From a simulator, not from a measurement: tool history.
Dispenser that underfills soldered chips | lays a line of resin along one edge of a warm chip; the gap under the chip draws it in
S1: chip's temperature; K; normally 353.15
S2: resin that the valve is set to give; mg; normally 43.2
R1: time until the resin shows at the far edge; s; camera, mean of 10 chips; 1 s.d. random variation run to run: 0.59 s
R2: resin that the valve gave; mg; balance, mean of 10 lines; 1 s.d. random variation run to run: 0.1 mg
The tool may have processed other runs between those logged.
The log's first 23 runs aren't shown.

-- hour=114.4 new syringe of resin
run 24 hour=115.1 | S1=342.15 S2=54.4 | R1=79.3 R2=53.59
run 25 hour=121.4 | S1=355.15 S2=42.9 | R1=57.4 R2=41.99
-- hour=125.5 new syringe of resin
run 26 hour=128.1 | S1=355.15 S2=42.9 | R1=47.8 R2=42.08
run 27 hour=134.2 | S1=355.15 S2=42.9 | R1=58.9 R2=41.98
-- hour=136.6 new syringe of resin
run 28 hour=141.4 | S1=353.15 S2=38.5 | R1=58.5 R2=37.59
-- hour=147.5 new syringe of resin
run 29 hour=147.7 | S1=347.15 S2=53.4 | R1=62.1 R2=51.92
-- hour=149.4 dispensing valve cleaned and set on the balance
run 30 hour=153 | S1=350.15 S2=41 | R1=64.5 R2=40.91
run 31 hour=157.4 | S1=353.15 S2=41.4 | R1=66.7 R2=41.24
-- hour=159.4 new syringe of resin
run 32 hour=162.5 | S1=353.15 S2=41.4 | R1=55.1 R2=41.17
run 33 hour=168.7 | S1=363.15 S2=44.8 | R1=44.9 R2=44.53
-- hour=170.2 new syringe of resin
run 34 hour=172.1 | S1=363.15 S2=44.8 | R1=33.6 R2=44.54
run 35 hour=176.8 | S1=357.15 S2=43.2 | R1=50.8 R2=42.83
-- hour=181.2 new syringe of resin
run 36 hour=183.6 | S1=347.15 S2=43.7 | R1=67 R2=43.12

Alternative continuations, all from the tool just after run 36; predict every row:
run A hour=187.7 | S1=346.15 S2=38.3 | R1=? R2=?
run B hour=187.7 | S1=362.15 S2=53.7 | R1=? R2=?
run C hour=187.7 | S1=351.15 S2=45.5 | R1=? R2=?
run D hour=187.7 | S1=364.15 S2=43.7 | R1=? R2=?

run=A R1=82.8 R2=37.96
run=B R1=41.5 R2=52.89
run=C R1=63.7 R2=44.94
run=D R1=38.3 R2=43.1
Had the tool no hidden state, the same runs would have come out as:
run=A R1=69.5 R2=38.39
run=B R1=34.8 R2=53.49
run=C R1=53.4 R2=45.45
run=D R1=32 R2=43.59

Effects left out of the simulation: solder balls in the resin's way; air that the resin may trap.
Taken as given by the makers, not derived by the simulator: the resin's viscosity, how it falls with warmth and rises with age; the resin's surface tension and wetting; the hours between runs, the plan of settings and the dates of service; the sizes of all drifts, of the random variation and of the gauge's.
